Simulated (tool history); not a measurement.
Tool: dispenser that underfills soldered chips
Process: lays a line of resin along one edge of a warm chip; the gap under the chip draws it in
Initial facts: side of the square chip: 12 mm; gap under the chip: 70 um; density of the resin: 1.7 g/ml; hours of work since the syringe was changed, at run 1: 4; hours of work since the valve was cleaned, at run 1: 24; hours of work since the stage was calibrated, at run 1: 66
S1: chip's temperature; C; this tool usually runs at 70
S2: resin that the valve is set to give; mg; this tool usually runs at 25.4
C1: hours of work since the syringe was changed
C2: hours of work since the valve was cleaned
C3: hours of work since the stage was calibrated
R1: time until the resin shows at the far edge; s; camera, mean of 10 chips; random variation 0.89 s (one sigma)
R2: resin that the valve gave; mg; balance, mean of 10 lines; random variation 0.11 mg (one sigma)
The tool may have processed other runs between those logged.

run,hour,S1,S2,C1,C2,C3,R1,R2
1,0.0,70,25.4,4,24,66,107.5,24.80
2,2.7,62,25.4,6,26,68,157.6,24.78
# hour 6.8: new syringe of resin
3,8.1,62,25.4,1,29,71,111.8,24.70
4,11.0,82,25.4,3,31,73,68.9,24.75
5,15.8,70,25.4,6,34,76,120.4,24.61
# hour 19.7: new syringe of resin
6,19.7,70,25.4,0,36,78,83.1,24.49
7,24.3,70,25.4,3,39,81,99.9,24.69
8,30.6,70,25.4,7,43,85,129.6,24.45
# hour 32.8: new syringe of resin
9,33.9,70,32.4,1,45,87,84.6,31.30
10,40.4,70,32.4,5,49,91,109.5,31.17
11,44.8,70,28.2,8,52,94,136.2,26.93
# hour 45.8: new syringe of resin
# hour 51.2: dispensing valve cleaned and set on the balance
12,51.4,70,28.2,3,0,98,96.0,28.14
13,58.3,70,25.4,7,5,102,129.8,25.16
# hour 59.6: new syringe of resin
14,63.5,70,26.6,2,8,105,94.2,26.34
15,68.4,70,26.6,6,11,108,114.2,26.33
16,71.8,70,26.6,8,13,110,131.5,26.31
# hour 72.5: new syringe of resin
17,78.0,59,29.2,4,17,114,147.8,28.75
18,82.7,59,29.2,7,20,117,180.3,28.60
# hour 85.5: new syringe of resin
19,87.6,59,29.2,1,23,120,122.6,28.65
20,94.3,59,29.2,6,27,125,158.0,28.40
# hour 98.5: new syringe of resin
21,99.4,62,24.6,1,30,128,110.0,23.93
22,103.7,60,24.6,3,33,130,140.2,23.79
23,106.5,69,30.8,5,35,132,114.8,29.76
24,109.6,69,30.8,7,37,134,131.2,29.75
# hour 111.3: new syringe of resin
25,115.2,73,25.4,2,40,138,86.6,24.50
26,120.0,70,25.4,6,43,141,115.8,24.34
# hour 124.6: new syringe of resin
27,125.9,79,28.5,1,47,144,65.9,27.40
28,131.8,55,28.5,5,51,148,175.8,27.20
29,134.8,65,21.8,7,53,150,153.6,20.66
# hour 137.4: new syringe of resin
# hour 140.9: dispensing valve cleaned and set on the balance
30,142.3,80,27.2,3,1,154,69.9,27.12

5 options for the next run, each taken on its own from the tool as it stands now. Forecast them:
A,146.1,68,26.8,5,3,157,?,?
B,146.1,65,23.0,5,3,157,?,?
C,146.1,57,25.4,5,3,157,?,?
D,146.1,80,30.0,5,3,157,?,?
E,146.1,84,27.2,5,3,157,?,?

run,R1,R2
A,115.3,26.65
B,131.5,22.87
C,167.8,25.37
D,80.5,29.91
E,71.9,27.18
What these runs would have given with no unlogged condition in the tool:
run,R1,R2
A,87.5,26.74
B,99.7,22.95
C,127.6,25.45
D,61.1,30.01
E,54.4,27.27
